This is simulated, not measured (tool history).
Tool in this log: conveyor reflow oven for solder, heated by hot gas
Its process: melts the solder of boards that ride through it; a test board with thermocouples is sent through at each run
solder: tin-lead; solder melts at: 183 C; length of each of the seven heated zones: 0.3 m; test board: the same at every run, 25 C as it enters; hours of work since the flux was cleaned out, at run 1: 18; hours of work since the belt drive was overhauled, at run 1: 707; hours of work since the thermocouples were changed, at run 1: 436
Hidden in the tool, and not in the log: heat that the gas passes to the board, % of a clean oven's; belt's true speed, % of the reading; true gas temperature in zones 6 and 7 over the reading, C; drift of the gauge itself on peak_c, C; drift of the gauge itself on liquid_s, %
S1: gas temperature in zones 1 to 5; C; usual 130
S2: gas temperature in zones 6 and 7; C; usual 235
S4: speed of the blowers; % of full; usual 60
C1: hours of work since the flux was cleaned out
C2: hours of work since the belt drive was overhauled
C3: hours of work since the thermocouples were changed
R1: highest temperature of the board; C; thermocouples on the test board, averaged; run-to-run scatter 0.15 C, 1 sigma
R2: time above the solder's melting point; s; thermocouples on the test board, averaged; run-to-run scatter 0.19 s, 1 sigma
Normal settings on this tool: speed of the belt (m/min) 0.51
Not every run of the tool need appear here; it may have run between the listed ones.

{"run": 1, "hour": 0.0, "S1": 130, "S2": 235, "speed of the belt (m/min)": 0.51, "S4": 60, "C1": 18, "C2": 707, "C3": 436, "R1": 216.7, "R2": 50.4}
{"run": 2, "hour": 28.8, "S1": 130, "S2": 235, "speed of the belt (m/min)": 0.51, "S4": 56, "C1": 36, "C2": 726, "C3": 455, "R1": 214.8, "R2": 49}
{"run": 3, "hour": 41.7, "S1": 130, "S2": 235, "speed of the belt (m/min)": 0.51, "S4": 56, "C1": 45, "C2": 734, "C3": 464, "R1": 215.1, "R2": 49.3}
{"run": 4, "hour": 55.2, "S1": 130, "S2": 235, "speed of the belt (m/min)": 0.51, "S4": 52, "C1": 54, "C2": 743, "C3": 473, "R1": 213.4, "R2": 47.4}
{"run": 5, "hour": 69.0, "S1": 130, "S2": 235, "speed of the belt (m/min)": 0.51, "S4": 52, "C1": 63, "C2": 752, "C3": 482, "R1": 213.2, "R2": 47.3}
{"run": 6, "hour": 82.2, "S1": 130, "S2": 235, "speed of the belt (m/min)": 0.51, "S4": 60, "C1": 71, "C2": 761, "C3": 490, "R1": 216.2, "R2": 50}
{"run": 7, "hour": 108.5, "S1": 130, "S2": 235, "speed of the belt (m/min)": 0.51, "S4": 60, "C1": 88, "C2": 778, "C3": 507, "R1": 216, "R2": 50.1}
{"run": 8, "hour": 130.5, "S1": 130, "S2": 235, "speed of the belt (m/min)": 0.51, "S4": 60, "C1": 103, "C2": 792, "C3": 522, "R1": 215.9, "R2": 50.1}
{"run": 9, "hour": 143.5, "S1": 130, "S2": 235, "speed of the belt (m/min)": 0.51, "S4": 60, "C1": 111, "C2": 801, "C3": 530, "R1": 215.7, "R2": 49.9}
{"run": 10, "hour": 157.0, "S1": 130, "S2": 235, "speed of the belt (m/min)": 0.51, "S4": 60, "C1": 120, "C2": 810, "C3": 539, "R1": 216, "R2": 49.8}
{"run": 11, "hour": 180.7, "S1": 130, "S2": 235, "speed of the belt (m/min)": 0.51, "S4": 55, "C1": 136, "C2": 825, "C3": 554, "R1": 214, "R2": 48.4}
{"run": 12, "hour": 202.0, "S1": 134, "S2": 235, "speed of the belt (m/min)": 0.51, "S4": 55, "C1": 149, "C2": 839, "C3": 568, "R1": 214.7, "R2": 50}
{"run": 13, "hour": 230.4, "S1": 134, "S2": 235, "speed of the belt (m/min)": 0.45, "S4": 55, "C1": 168, "C2": 858, "C3": 587, "R1": 219, "R2": 61.3}
{"hour": 248.0, "done": "flux residue cleaned out of gas plates and filters"}
{"run": 14, "hour": 258.2, "S1": 134, "S2": 235, "speed of the belt (m/min)": 0.499, "S4": 55, "C1": 7, "C2": 872, "C3": 602, "R1": 216.9, "R2": 53}
{"run": 15, "hour": 274.7, "S1": 130, "S2": 244, "speed of the belt (m/min)": 0.51, "S4": 60, "C1": 17, "C2": 883, "C3": 613, "R1": 225, "R2": 56.3}
{"run": 16, "hour": 290.2, "S1": 130, "S2": 244, "speed of the belt (m/min)": 0.51, "S4": 60, "C1": 28, "C2": 893, "C3": 623, "R1": 224.9, "R2": 56.7}
{"run": 17, "hour": 307.4, "S1": 130, "S2": 244, "speed of the belt (m/min)": 0.425, "S4": 87, "C1": 39, "C2": 904, "C3": 634, "R1": 236.6, "R2": 75.9}
{"run": 18, "hour": 330.9, "S1": 130, "S2": 248, "speed of the belt (m/min)": 0.51, "S4": 57, "C1": 54, "C2": 920, "C3": 649, "R1": 227.2, "R2": 58.3}
{"run": 19, "hour": 358.8, "S1": 130, "S2": 248, "speed of the belt (m/min)": 0.51, "S4": 57, "C1": 72, "C2": 938, "C3": 667, "R1": 226.8, "R2": 57.9}
{"run": 20, "hour": 381.6, "S1": 130, "S2": 248, "speed of the belt (m/min)": 0.51, "S4": 57, "C1": 87, "C2": 953, "C3": 682, "R1": 226.8, "R2": 57.5}
{"run": 21, "hour": 408.4, "S1": 130, "S2": 235, "speed of the belt (m/min)": 0.51, "S4": 60, "C1": 105, "C2": 970, "C3": 700, "R1": 216.4, "R2": 50.5}
{"run": 22, "hour": 425.7, "S1": 130, "S2": 249, "speed of the belt (m/min)": 0.51, "S4": 60, "C1": 116, "C2": 982, "C3": 711, "R1": 228.6, "R2": 58.6}
{"run": 23, "hour": 439.1, "S1": 118, "S2": 249, "speed of the belt (m/min)": 0.454, "S4": 50, "C1": 125, "C2": 990, "C3": 720, "R1": 227.3, "R2": 62.2}
{"hour": 445.9, "done": "belt drive overhauled, speed set with a stopwatch"}
{"run": 24, "hour": 467.4, "S1": 116, "S2": 230, "speed of the belt (m/min)": 0.606, "S4": 60, "C1": 141, "C2": 14, "C3": 736, "R1": 200.3, "R2": 24.1}
{"run": 25, "hour": 495.7, "S1": 116, "S2": 230, "speed of the belt (m/min)": 0.606, "S4": 60, "C1": 159, "C2": 32, "C3": 754, "R1": 199.9, "R2": 23.4}
{"run": 26, "hour": 508.9, "S1": 140, "S2": 237, "speed of the belt (m/min)": 0.602, "S4": 60, "C1": 168, "C2": 41, "C3": 763, "R1": 212.3, "R2": 40.5}
{"hour": 525.5, "done": "flux residue cleaned out of gas plates and filters"}
{"run": 27, "hour": 535.1, "S1": 142, "S2": 229, "speed of the belt (m/min)": 0.465, "S4": 73, "C1": 6, "C2": 55, "C3": 777, "R1": 219.7, "R2": 62}
{"run": 28, "hour": 549.8, "S1": 126, "S2": 239, "speed of the belt (m/min)": 0.506, "S4": 60, "C1": 16, "C2": 65, "C3": 786, "R1": 219.6, "R2": 51.1}
{"run": 29, "hour": 579.2, "S1": 126, "S2": 239, "speed of the belt (m/min)": 0.506, "S4": 60, "C1": 35, "C2": 84, "C3": 805, "R1": 219.5, "R2": 51.3}
{"run": 30, "hour": 603.5, "S1": 120, "S2": 235, "speed of the belt (m/min)": 0.453, "S4": 59, "C1": 51, "C2": 100, "C3": 821, "R1": 218.7, "R2": 55}

Below, each run's measurement less what the same run would have read without the hidden state. Both values contain the same run-to-run variation, but the gauge's scatter may not be the same in both:
run=1 R1=+1.4 R2=+2
run=2 R1=+1.3 R2=+1.9
run=3 R1=+1.3 R2=+1.8
run=4 R1=+1.3 R2=+1.9
run=5 R1=+1.2 R2=+1.9
run=6 R1=+1.1 R2=+1.7
run=7 R1=+1 R2=+1.6
run=8 R1=+0.9 R2=+1.5
run=9 R1=+0.8 R2=+1.5
run=10 R1=+0.8 R2=+1.4
run=11 R1=+0.7 R2=+1.4
run=12 R1=+0.7 R2=+1.4
run=13 R1=+0.7 R2=+1.6
run=14 R1=+2 R2=+2.7
run=15 R1=+2 R2=+2.4
run=16 R1=+1.8 R2=+2.4
run=17 R1=+1.6 R2=+2.3
run=18 R1=+1.7 R2=+2.3
run=19 R1=+1.6 R2=+2.2
run=20 R1=+1.4 R2=+2.1
run=21 R1=+1.3 R2=+2.1
run=22 R1=+1.3 R2=+2
run=23 R1=+1.5 R2=+2.4
run=24 R1=-0.4 R2=-0.7
run=25 R1=-0.6 R2=-0.9
run=26 R1=-0.4 R2=-0.6
run=27 R1=+1.8 R2=+1.1
run=28 R1=+1.6 R2=+1.2
run=29 R1=+1.5 R2=+1.1
run=30 R1=+1.5 R2=+1.1
